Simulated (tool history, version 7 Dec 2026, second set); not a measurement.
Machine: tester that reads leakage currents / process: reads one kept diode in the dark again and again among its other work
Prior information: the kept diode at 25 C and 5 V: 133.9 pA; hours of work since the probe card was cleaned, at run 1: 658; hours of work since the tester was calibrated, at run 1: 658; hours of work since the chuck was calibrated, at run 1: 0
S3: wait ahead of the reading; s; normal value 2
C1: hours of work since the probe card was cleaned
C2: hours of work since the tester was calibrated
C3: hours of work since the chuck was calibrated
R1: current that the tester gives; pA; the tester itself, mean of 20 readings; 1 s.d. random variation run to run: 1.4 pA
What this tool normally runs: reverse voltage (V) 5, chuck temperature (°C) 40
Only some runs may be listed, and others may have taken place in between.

run 1 hour=0 | reverse_voltage_(V)=5 chuck_temperature_(°C)=40 S3=2 | C1=658 C2=658 C3=0 | R1=485.06
run 2 hour=237.3 | reverse_voltage_(V)=5 chuck_temperature_(°C)=40 S3=2 | C1=823 C2=823 C3=165 | R1=482.35
run 3 hour=379 | reverse_voltage_(V)=5 chuck_temperature_(°C)=40 S3=4.64 | C1=921 C2=921 C3=263 | R1=477.85
run 4 hour=669.1 | reverse_voltage_(V)=5 chuck_temperature_(°C)=40 S3=4.64 | C1=1123 C2=1123 C3=464 | R1=471.22
run 5 hour=831.7 | reverse_voltage_(V)=5 chuck_temperature_(°C)=40 S3=2 | C1=1235 C2=1235 C3=577 | R1=469.39
-- hour=957.7 probe card cleaned and baked
run 6 hour=1100.8 | reverse_voltage_(V)=5 chuck_temperature_(°C)=40 S3=2 | C1=99 C2=1420 C3=762 | R1=459.57
run 7 hour=1266.8 | reverse_voltage_(V)=5 chuck_temperature_(°C)=40 S3=2 | C1=215 C2=1535 C3=877 | R1=455.71
run 8 hour=1401.9 | reverse_voltage_(V)=5 chuck_temperature_(°C)=40 S3=2 | C1=308 C2=1629 C3=971 | R1=452.43
-- hour=1433.9 chuck's temperature calibrated
run 9 hour=1697.4 | reverse_voltage_(V)=5 chuck_temperature_(°C)=40 S3=2 | C1=512 C2=1833 C3=183 | R1=475.8
run 10 hour=1950.1 | reverse_voltage_(V)=5 chuck_temperature_(°C)=40 S3=2 | C1=687 C2=2008 C3=358 | R1=471.13
run 11 hour=2197 | reverse_voltage_(V)=5 chuck_temperature_(°C)=40 S3=1.66 | C1=859 C2=2180 C3=530 | R1=465.14
run 12 hour=2329.2 | reverse_voltage_(V)=5 chuck_temperature_(°C)=40 S3=6.83 | C1=951 C2=2271 C3=621 | R1=462.64
run 13 hour=2452.2 | reverse_voltage_(V)=5 chuck_temperature_(°C)=40 S3=6.83 | C1=1036 C2=2357 C3=707 | R1=459.41
run 14 hour=2605.2 | reverse_voltage_(V)=5 chuck_temperature_(°C)=40 S3=2 | C1=1142 C2=2463 C3=813 | R1=456.61
run 15 hour=2845.6 | reverse_voltage_(V)=5 chuck_temperature_(°C)=40 S3=2 | C1=1309 C2=2630 C3=980 | R1=453.45
-- hour=2870.3 probe card cleaned and baked
-- hour=2872.3 chuck's temperature calibrated
run 16 hour=3078.8 | reverse_voltage_(V)=5 chuck_temperature_(°C)=40 S3=2 | C1=143 C2=2788 C3=143 | R1=481.43
run 17 hour=3254 | reverse_voltage_(V)=5 chuck_temperature_(°C)=40 S3=2 | C1=265 C2=2910 C3=265 | R1=481.1
run 18 hour=3455.7 | reverse_voltage_(V)=5 chuck_temperature_(°C)=40 S3=2 | C1=405 C2=3050 C3=405 | R1=479.11
run 19 hour=3703.5 | reverse_voltage_(V)=5 chuck_temperature_(°C)=40 S3=2 | C1=577 C2=3222 C3=577 | R1=469.51
run 20 hour=3869.1 | reverse_voltage_(V)=5 chuck_temperature_(°C)=40 S3=2 | C1=692 C2=3337 C3=692 | R1=470.69
run 21 hour=4033.4 | reverse_voltage_(V)=2.11 chuck_temperature_(°C)=43 S3=0.32 | C1=806 C2=3451 C3=806 | R1=384.65
-- hour=4300.8 chuck's temperature calibrated
run 22 hour=4303.3 | reverse_voltage_(V)=2.11 chuck_temperature_(°C)=43 S3=0.32 | C1=992 C2=3637 C3=2 | R1=400.67
run 23 hour=4459.9 | reverse_voltage_(V)=1.16 chuck_temperature_(°C)=28 S3=0.32 | C1=1101 C2=3746 C3=110 | R1=85.84
run 24 hour=4755.1 | reverse_voltage_(V)=1.16 chuck_temperature_(°C)=28 S3=0.32 | C1=1305 C2=3950 C3=315 | R1=84.45
-- hour=4780.3 probe card cleaned and baked
run 25 hour=4909.6 | reverse_voltage_(V)=1.06 chuck_temperature_(°C)=21 S3=5.02 | C1=90 C2=4056 C3=420 | R1=41.82
-- hour=4965.5 tester calibrated
run 26 hour=5180.5 | reverse_voltage_(V)=5 chuck_temperature_(°C)=57 S3=5.66 | C1=276 C2=149 C3=607 | R1=1688.31
run 27 hour=5395.1 | reverse_voltage_(V)=5 chuck_temperature_(°C)=57 S3=5.66 | C1=425 C2=298 C3=756 | R1=1658.43
run 28 hour=5606.2 | reverse_voltage_(V)=5.73 chuck_temperature_(°C)=40 S3=0.65 | C1=572 C2=445 C3=903 | R1=480.87
-- hour=5747.9 chuck's temperature calibrated
run 29 hour=5792.6 | reverse_voltage_(V)=5.73 chuck_temperature_(°C)=40 S3=0.65 | C1=700 C2=573 C3=31 | R1=516.17
run 30 hour=5966.8 | reverse_voltage_(V)=8.65 chuck_temperature_(°C)=35 S3=1.39 | C1=821 C2=694 C3=152 | R1=422.68
run 31 hour=6091.9 | reverse_voltage_(V)=8.65 chuck_temperature_(°C)=35 S3=1.39 | C1=908 C2=780 C3=239 | R1=420.44
run 32 hour=6332.9 | reverse_voltage_(V)=10.1 chuck_temperature_(°C)=35 S3=0.83 | C1=1075 C2=948 C3=406 | R1=450.36
run 33 hour=6524.1 | reverse_voltage_(V)=10.1 chuck_temperature_(°C)=35 S3=0.83 | C1=1208 C2=1080 C3=539 | R1=447.51
-- hour=6685.8 probe card cleaned and baked
run 34 hour=6758.2 | reverse_voltage_(V)=4.2 chuck_temperature_(°C)=40 S3=1.12 | C1=50 C2=1241 C3=699 | R1=420.68
run 35 hour=6897.5 | reverse_voltage_(V)=2.59 chuck_temperature_(°C)=45 S3=1.12 | C1=147 C2=1338 C3=796 | R1=487.29
run 36 hour=7118.3 | reverse_voltage_(V)=10.6 chuck_temperature_(°C)=24 S3=6.23 | C1=300 C2=1491 C3=949 | R1=170.6
-- hour=7180.6 chuck's temperature calibrated
run 37 hour=7265 | reverse_voltage_(V)=10.6 chuck_temperature_(°C)=24 S3=6.23 | C1=401 C2=1591 C3=59 | R1=184.92
run 38 hour=7527.2 | reverse_voltage_(V)=14.09 chuck_temperature_(°C)=37 S3=6.18 | C1=583 C2=1773 C3=241 | R1=641.68
run 39 hour=7684.2 | reverse_voltage_(V)=2.92 chuck_temperature_(°C)=51 S3=1.98 | C1=692 C2=1882 C3=350 | R1=859.47

Across each entry between runs, compare the hidden state at the last listed run before it with the hidden state at the first listed run after it:
Run 5 -> run 6: probe card cleaned and baked (hour 957.7)
  stray current of the dirty probe card, pA a volt: 0.876 -> 0.094; current scale over the true one, %: 0.84 -> 0.95; true chuck temperature over the reading, C: -0.48 -> -0.64
  measured less the result without the state, R1: -10.1 -> -19.48 pA
Run 8 -> run 9: chuck's temperature calibrated (hour 1433.9)
  stray current of the dirty probe card, pA a volt: 0.225 -> 0.37; current scale over the true one, %: 1.06 -> 1.16; true chuck temperature over the reading, C: -0.83 -> -0.31
  measured less the result without the state, R1: -25.33 -> -4.59 pA
Run 15 -> run 16: probe card cleaned and baked (hour 2870.3); chuck's temperature calibrated (hour 2872.3)
  stray current of the dirty probe card, pA a volt: 0.933 -> 0.132; current scale over the true one, %: 1.58 -> 1.66; true chuck temperature over the reading, C: -1.02 -> -0.07
  measured less the result without the state, R1: -26.53 -> +5.58 pA
Run 21 -> run 22: chuck's temperature calibrated (hour 4300.8)
  stray current of the dirty probe card, pA a volt: 0.618 -> 0.763; current scale over the true one, %: 2.01 -> 2.11; true chuck temperature over the reading, C: -0.64 -> -0.13
  measured less the result without the state, R1: -10.63 -> +5.89 pA
Run 24 -> run 25: probe card cleaned and baked (hour 4780.3)
  stray current of the dirty probe card, pA a volt: 0.997 -> 0.087; current scale over the true one, %: 2.28 -> 2.34; true chuck temperature over the reading, C: -0.4 -> -0.49
  measured less the result without the state, R1: +0.11 -> -0.86 pA
Run 25 -> run 26: tester calibrated (hour 4965.5)
  stray current of the dirty probe card, pA a volt: 0.087 -> 0.223; current scale over the true one, %: 2.34 -> 0.23; true chuck temperature over the reading, C: -0.49 -> -0.67
  measured less the result without the state, R1: -0.86 -> -78.69 pA
Run 28 -> run 29: chuck's temperature calibrated (hour 5747.9)
  stray current of the dirty probe card, pA a volt: 0.441 -> 0.533; current scale over the true one, %: 0.39 -> 0.46; true chuck temperature over the reading, C: -0.94 -> -0.04
  measured less the result without the state, R1: -33.11 -> +3.75 pA
Run 33 -> run 34: probe card cleaned and baked (hour 6685.8)
  stray current of the dirty probe card, pA a volt: 0.899 -> 0.064; current scale over the true one, %: 0.73 -> 0.81; true chuck temperature over the reading, C: -0.51 -> -0.65
  measured less the result without the state, R1: -6.74 -> -18.78 pA
Run 36 -> run 37: chuck's temperature calibrated (hour 7180.6)
  stray current of the dirty probe card, pA a volt: 0.252 -> 0.322; current scale over the true one, %: 0.95 -> 1; true chuck temperature over the reading, C: -0.86 -> 0.04
  measured less the result without the state, R1: -9.32 -> +5.63 pA
